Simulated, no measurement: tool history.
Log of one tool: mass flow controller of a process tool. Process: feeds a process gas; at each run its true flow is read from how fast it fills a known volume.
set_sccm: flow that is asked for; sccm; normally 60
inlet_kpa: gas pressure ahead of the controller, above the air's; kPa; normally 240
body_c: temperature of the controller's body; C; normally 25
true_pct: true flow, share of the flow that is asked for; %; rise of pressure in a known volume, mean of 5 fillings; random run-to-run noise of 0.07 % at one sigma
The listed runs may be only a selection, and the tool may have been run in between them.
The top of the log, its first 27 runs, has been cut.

run,hour,set_sccm,inlet_kpa,body_c,hours of work since the controller was set to zero,hours of work since the controller was changed,true_pct
28,8461.9,128,215,27,2913,10101,99.76
29,8899.7,52,242,32,3110,10298,99.4
30,9275.2,52,242,32,3278,10466,99.39
31,9579.8,60,235,27,3415,10603,99.48
# hour 9623.6: controller exchanged for a calibrated one
32,9838.7,29,235,27,97,97,99.28
33,10034.9,41,233,23,185,185,99.08
34,10273.2,41,233,23,292,292,99.24
35,10579.2,177,238,24,429,429,99.98
36,10835.4,177,238,24,545,545,100.15
37,11057.5,77,158,25,644,644,100.21
38,11368.3,44,186,25,784,784,99.77
39,11604.8,44,212,36,890,890,99.96

5 ways to go on from here, each from the tool as it stands after run 39. What would each give?
A,11822.8,35,143,25,988,988,?
B,11822.8,72,205,30,988,988,?
C,11822.8,44,236,36,988,988,?
D,11822.8,60,240,30,988,988,?
E,11822.8,51,221,21,988,988,?

run,true_pct
A,100.15
B,100.15
C,99.89
D,99.69
E,99.51
The same runs, with their run-to-run variation unchanged, on a tool lacking any hidden condition would have given:
run,true_pct
A,99.38
B,99.38
C,99.13
D,98.92
E,98.75
